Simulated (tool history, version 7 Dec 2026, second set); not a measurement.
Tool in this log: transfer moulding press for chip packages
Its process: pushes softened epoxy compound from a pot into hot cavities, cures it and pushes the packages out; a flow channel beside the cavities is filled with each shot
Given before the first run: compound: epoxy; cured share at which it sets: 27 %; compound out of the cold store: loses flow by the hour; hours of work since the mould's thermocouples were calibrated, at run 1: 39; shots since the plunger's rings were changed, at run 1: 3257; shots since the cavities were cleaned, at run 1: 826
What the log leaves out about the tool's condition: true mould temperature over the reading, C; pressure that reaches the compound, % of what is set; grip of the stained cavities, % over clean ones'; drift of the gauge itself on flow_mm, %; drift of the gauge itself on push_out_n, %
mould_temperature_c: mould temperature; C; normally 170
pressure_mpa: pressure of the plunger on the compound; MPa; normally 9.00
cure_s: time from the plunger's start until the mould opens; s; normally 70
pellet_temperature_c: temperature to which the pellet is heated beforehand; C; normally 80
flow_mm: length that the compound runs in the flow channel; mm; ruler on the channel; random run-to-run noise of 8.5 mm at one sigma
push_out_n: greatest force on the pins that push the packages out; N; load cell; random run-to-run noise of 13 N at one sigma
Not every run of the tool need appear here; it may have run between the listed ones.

run,hour,mould_temperature_c,pressure_mpa,cure_s,pellet_temperature_c,hours of work since the mould's thermocouples were calibrated,shots since the plunger's rings were changed,shots since the cavities were cleaned,incoming compound's hours out of the cold store,flow_mm,push_out_n
1,0.0,170,9.00,70,80,39,3257,826,17.7,1000,625
2,14.3,170,9.00,51,80,50,3487,1056,36.1,908,1439
# hour 17.8: cavities cleaned with cleaning compound and waxed
3,31.4,170,9.00,70,80,62,3738,219,32.1,921,599
4,45.3,170,9.00,70,80,73,3962,443,11.8,1049,640
5,63.3,170,8.37,70,80,86,4251,732,40.2,846,583
# hour 87.9: cavities cleaned with cleaning compound and waxed
6,89.1,170,9.00,70,80,105,4641,19,37.1,896,604
7,109.2,170,9.00,70,80,120,4965,343,36.0,897,587
8,122.9,170,9.00,70,80,130,5185,563,12.7,1042,654
9,141.0,170,9.00,70,80,144,5476,854,39.1,865,602
# hour 156.9: cavities cleaned with cleaning compound and waxed
10,156.9,170,10.03,70,80,155,5708,0,19.0,1052,615
11,177.7,170,10.03,70,80,171,6042,334,37.6,946,617
# hour 182.6: plunger's sealing rings changed
12,195.6,170,7.79,70,80,183,210,582,21.8,912,622
13,217.3,170,7.79,70,80,199,558,930,34.2,845,609
# hour 228.5: cavities cleaned with cleaning compound and waxed
14,232.6,170,7.79,70,80,210,780,66,40.4,822,581
15,243.2,170,7.75,70,80,218,951,237,37.3,828,611
16,261.1,170,7.75,70,80,232,1239,525,36.1,827,600
17,277.2,170,9.86,70,75,244,1497,783,18.3,1047,655
# hour 297.4: cavities cleaned with cleaning compound and waxed
18,297.7,170,9.86,70,75,258,1803,5,24.1,1002,633
19,314.7,170,9.86,70,75,271,2076,278,43.5,903,586
20,331.7,170,9.67,70,70,284,2350,552,22.5,1009,648
21,347.9,170,9.67,70,70,296,2610,812,20.3,1021,674
# hour 366.8: cavities cleaned with cleaning compound and waxed
22,369.1,176,9.67,82,81,311,2926,36,38.5,906,450
23,379.6,176,9.67,82,81,319,3096,206,13.8,1071,467
24,397.4,166,8.48,59,78,333,3381,491,27.0,942,1281
25,419.0,166,7.54,59,78,349,3729,839,11.4,962,1374
# hour 435.6: cavities cleaned with cleaning compound and waxed
26,438.1,169,8.98,83,71,363,4013,41,14.2,1025,508
27,450.8,164,8.98,83,86,373,4217,245,20.6,1016,581
28,471.7,177,9.00,54,80,388,4553,581,20.1,986,840
29,483.3,169,6.97,70,80,397,4739,767,47.1,741,614

How would selected steps in push_out_n from run to run divide? Give the signed amount a tool lacking its hidden state would still show from settings, what came in and random variation, and the signed amount left for the hidden state, including any gauge scatter that is not in both of the compared results.
Run 2 -> 3: cure_s 51 -> 70, cavities cleaned with cleaning compound and waxed. push_out_n -840 N: hidden state -18, all else -822.
Run 25 -> 26: mould_temperature_c 166 -> 169, pressure_mpa 7.54 -> 8.98, cure_s 59 -> 83, pellet_temperature_c 78 -> 71, cavities cleaned with cleaning compound and waxed. push_out_n -866 N: hidden state -19, all else -847.

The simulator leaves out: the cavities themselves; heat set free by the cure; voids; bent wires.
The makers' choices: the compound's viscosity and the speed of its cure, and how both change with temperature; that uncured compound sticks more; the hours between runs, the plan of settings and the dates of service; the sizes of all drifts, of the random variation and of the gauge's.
